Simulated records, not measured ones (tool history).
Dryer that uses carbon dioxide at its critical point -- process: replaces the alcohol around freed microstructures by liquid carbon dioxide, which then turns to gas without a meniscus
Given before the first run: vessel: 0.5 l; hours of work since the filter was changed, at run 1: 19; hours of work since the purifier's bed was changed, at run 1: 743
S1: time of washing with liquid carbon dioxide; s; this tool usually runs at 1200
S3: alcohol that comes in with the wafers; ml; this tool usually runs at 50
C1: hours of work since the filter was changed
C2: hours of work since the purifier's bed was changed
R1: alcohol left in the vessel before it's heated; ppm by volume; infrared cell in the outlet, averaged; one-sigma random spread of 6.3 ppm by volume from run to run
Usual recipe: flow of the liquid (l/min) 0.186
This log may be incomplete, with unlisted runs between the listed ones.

run 1 hour=0 | S1=1200 flow_of_the_liquid_(l/min)=0.186 S3=50 | C1=19 C2=743 | R1=322
run 2 hour=46.5 | S1=1200 flow_of_the_liquid_(l/min)=0.186 S3=50 | C1=36 C2=760 | R1=334
run 3 hour=93.1 | S1=1200 flow_of_the_liquid_(l/min)=0.186 S3=50 | C1=53 C2=778 | R1=351
run 4 hour=141.6 | S1=1200 flow_of_the_liquid_(l/min)=0.186 S3=50 | C1=71 C2=795 | R1=378
run 5 hour=182.9 | S1=1200 flow_of_the_liquid_(l/min)=0.186 S3=77 | C1=86 C2=810 | R1=592
run 6 hour=216.1 | S1=1200 flow_of_the_liquid_(l/min)=0.186 S3=77 | C1=98 C2=823 | R1=585
run 7 hour=250.1 | S1=1200 flow_of_the_liquid_(l/min)=0.186 S3=77 | C1=111 C2=835 | R1=614
run 8 hour=298.1 | S1=1200 flow_of_the_liquid_(l/min)=0.186 S3=77 | C1=128 C2=853 | R1=655
run 9 hour=327.5 | S1=1200 flow_of_the_liquid_(l/min)=0.134 S3=77 | C1=139 C2=864 | R1=3045
run 10 hour=360.1 | S1=1200 flow_of_the_liquid_(l/min)=0.134 S3=77 | C1=151 C2=876 | R1=3170
run 11 hour=411.7 | S1=1200 flow_of_the_liquid_(l/min)=0.134 S3=77 | C1=170 C2=895 | R1=3245
run 12 hour=440.4 | S1=1200 flow_of_the_liquid_(l/min)=0.127 S3=77 | C1=181 C2=905 | R1=4279
run 13 hour=481.9 | S1=1200 flow_of_the_liquid_(l/min)=0.127 S3=77 | C1=196 C2=920 | R1=4586
run 14 hour=526.1 | S1=1200 flow_of_the_liquid_(l/min)=0.169 S3=50 | C1=212 C2=937 | R1=923
run 15 hour=573.3 | S1=1200 flow_of_the_liquid_(l/min)=0.169 S3=50 | C1=230 C2=954 | R1=983
run 16 hour=602.3 | S1=1200 flow_of_the_liquid_(l/min)=0.169 S3=50 | C1=240 C2=964 | R1=1005
run 17 hour=632.6 | S1=1200 flow_of_the_liquid_(l/min)=0.186 S3=50 | C1=251 C2=976 | R1=654
run 18 hour=674.5 | S1=1200 flow_of_the_liquid_(l/min)=0.186 S3=31 | C1=267 C2=991 | R1=457
-- hour=699.3 inlet filter changed
run 19 hour=713.6 | S1=1200 flow_of_the_liquid_(l/min)=0.186 S3=31 | C1=5 C2=1005 | R1=225
run 20 hour=756.5 | S1=1200 flow_of_the_liquid_(l/min)=0.186 S3=31 | C1=21 C2=1021 | R1=235
run 21 hour=789.7 | S1=1200 flow_of_the_liquid_(l/min)=0.186 S3=31 | C1=33 C2=1033 | R1=256
run 22 hour=837 | S1=1200 flow_of_the_liquid_(l/min)=0.186 S3=31 | C1=51 C2=1050 | R1=256
run 23 hour=884.1 | S1=1200 flow_of_the_liquid_(l/min)=0.186 S3=31 | C1=68 C2=1068 | R1=275
run 24 hour=926.4 | S1=1140 flow_of_the_liquid_(l/min)=0.267 S3=55 | C1=83 C2=1083 | R1=120
run 25 hour=967.6 | S1=1140 flow_of_the_liquid_(l/min)=0.285 S3=55 | C1=99 C2=1098 | R1=104
run 26 hour=994.8 | S1=1140 flow_of_the_liquid_(l/min)=0.198 S3=91 | C1=108 C2=1108 | R1=720
run 27 hour=1024.1 | S1=1260 flow_of_the_liquid_(l/min)=0.276 S3=75 | C1=119 C2=1119 | R1=103
run 28 hour=1075.4 | S1=1200 flow_of_the_liquid_(l/min)=0.174 S3=73 | C1=138 C2=1138 | R1=971
run 29 hour=1119.2 | S1=840 flow_of_the_liquid_(l/min)=0.266 S3=22 | C1=154 C2=1154 | R1=251
run 30 hour=1145.6 | S1=840 flow_of_the_liquid_(l/min)=0.266 S3=22 | C1=164 C2=1164 | R1=259
run 31 hour=1188.2 | S1=840 flow_of_the_liquid_(l/min)=0.266 S3=22 | C1=180 C2=1179 | R1=277
run 32 hour=1212.7 | S1=840 flow_of_the_liquid_(l/min)=0.266 S3=22 | C1=189 C2=1188 | R1=275
run 33 hour=1260.7 | S1=1140 flow_of_the_liquid_(l/min)=0.186 S3=50 | C1=206 C2=1206 | R1=800
run 34 hour=1303.1 | S1=1500 flow_of_the_liquid_(l/min)=0.186 S3=50 | C1=222 C2=1221 | R1=230
run 35 hour=1351.6 | S1=1260 flow_of_the_liquid_(l/min)=0.115 S3=79 | C1=240 C2=1239 | R1=6277
-- hour=1363 purifier's bed changed
run 36 hour=1386.2 | S1=1020 flow_of_the_liquid_(l/min)=0.115 S3=118 | C1=251 C2=9 | R1=16814
run 37 hour=1425.3 | S1=1020 flow_of_the_liquid_(l/min)=0.115 S3=118 | C1=265 C2=23 | R1=17759

Here are 3 independent what-if runs from the current tool condition. What would each one return?
-- hour=1453.8 inlet filter changed
run A hour=1469.6 | S1=1260 flow_of_the_liquid_(l/min)=0.313 S3=50 | C1=6 C2=39 | R1=?
-- hour=1453.8 inlet filter changed
run B hour=1469.6 | S1=900 flow_of_the_liquid_(l/min)=0.29 S3=50 | C1=6 C2=39 | R1=?
-- hour=1453.8 inlet filter changed
run C hour=1469.6 | S1=1200 flow_of_the_liquid_(l/min)=0.225 S3=50 | C1=6 C2=39 | R1=?

run=A R1=9
run=B R1=84
run=C R1=79
With the hidden condition removed and each run's random variation left untouched, the same runs would have given:
run=A R1=6
run=B R1=78
run=C R1=73

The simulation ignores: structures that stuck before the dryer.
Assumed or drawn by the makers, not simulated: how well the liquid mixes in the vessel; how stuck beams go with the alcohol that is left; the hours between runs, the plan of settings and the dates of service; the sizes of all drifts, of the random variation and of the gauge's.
